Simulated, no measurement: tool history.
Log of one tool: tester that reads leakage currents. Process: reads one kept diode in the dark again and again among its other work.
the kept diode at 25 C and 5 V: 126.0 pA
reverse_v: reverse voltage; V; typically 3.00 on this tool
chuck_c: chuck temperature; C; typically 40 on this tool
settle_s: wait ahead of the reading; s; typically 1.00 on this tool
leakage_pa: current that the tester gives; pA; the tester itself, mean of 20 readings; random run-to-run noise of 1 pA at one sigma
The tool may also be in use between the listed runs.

| run | hour | reverse_v | chuck_c | settle_s | leakage_pa |
|---|---|---|---|---|---|
| 1 | 0.0 | 3.00 | 40 | 1.00 | 331.97 |
| 2 | 231.1 | 3.00 | 40 | 1.00 | 332.35 |
| 3 | 497.0 | 3.00 | 40 | 1.88 | 332.73 |
|  | 552.3 | tester calibrated |
| 4 | 764.3 | 3.00 | 40 | 0.33 | 335.39 |
| 5 | 962.7 | 3.00 | 40 | 0.33 | 333.59 |
| 6 | 1086.9 | 3.00 | 40 | 1.00 | 332.98 |
| 7 | 1258.9 | 2.72 | 40 | 1.00 | 317.56 |
| 8 | 1426.7 | 2.72 | 40 | 1.00 | 318.00 |
| 9 | 1611.6 | 2.72 | 40 | 1.00 | 318.65 |
| 10 | 1740.9 | 2.72 | 40 | 1.00 | 317.05 |
| 11 | 1933.6 | 3.00 | 40 | 1.00 | 332.56 |
| 12 | 2082.1 | 17.35 | 40 | 1.00 | 724.64 |
| 13 | 2333.7 | 17.35 | 40 | 1.00 | 732.96 |
| 14 | 2562.2 | 1.35 | 40 | 1.00 | 233.47 |
| 15 | 2772.9 | 14.97 | 55 | 4.89 | 2000.48 |
| 16 | 2997.5 | 14.97 | 55 | 4.89 | 1990.26 |
|  | 3100.9 | probe card cleaned and baked |
| 17 | 3131.6 | 2.72 | 50 | 3.54 | 663.56 |
|  | 3283.9 | chuck's temperature calibrated |
| 18 | 3335.3 | 10.35 | 54 | 0.38 | 1579.37 |
| 19 | 3514.7 | 10.35 | 54 | 0.38 | 1588.76 |
| 20 | 3773.0 | 11.01 | 57 | 0.41 | 2004.14 |
| 21 | 3926.7 | 6.45 | 40 | 0.49 | 467.54 |

3 ways to go on from here, each from the tool as it stands after run 21. What would each give?
| A | 4111.9 | 9.83 | 40 | 7.72 | ? |
| B | 4111.9 | 3.34 | 40 | 1.00 | ? |
| C | 4111.9 | 1.91 | 28 | 0.77 | ? |

| run | leakage_pa |
|---|---|
| A | 561.17 |
| B | 347.87 |
| C | 106.53 |
Without the tool's unlogged condition, the same runs would have read:
| run | leakage_pa |
|---|---|
| A | 561.12 |
| B | 347.84 |
| C | 106.52 |
